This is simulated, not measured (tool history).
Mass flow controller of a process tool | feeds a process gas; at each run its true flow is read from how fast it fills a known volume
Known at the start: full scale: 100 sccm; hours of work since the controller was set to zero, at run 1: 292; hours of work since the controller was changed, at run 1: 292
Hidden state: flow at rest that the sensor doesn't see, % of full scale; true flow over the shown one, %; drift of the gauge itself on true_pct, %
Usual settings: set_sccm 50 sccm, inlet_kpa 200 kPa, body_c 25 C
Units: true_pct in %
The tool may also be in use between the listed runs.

run	day	set_sccm	inlet_kpa	body_c	hours of work since the controller was set to zero	hours of work since the controller was changed	true_pct
1	0.000	50	200	25	292	292	99.07
2	3.325	50	200	25	320	320	98.99
3	5.646	50	268	25	340	340	98.62
4	9.312	50	151	25	372	372	99.44
5	11.788	50	151	25	393	393	99.35
6	15.342	50	235	25	423	423	98.82

The next listed run, before its measurement:
7	18.662	50	235	25	452	452	?

Run 7 gave true_pct 98.70 %.
Without the tool's hidden state the same run would have given true_pct 98.86 %.

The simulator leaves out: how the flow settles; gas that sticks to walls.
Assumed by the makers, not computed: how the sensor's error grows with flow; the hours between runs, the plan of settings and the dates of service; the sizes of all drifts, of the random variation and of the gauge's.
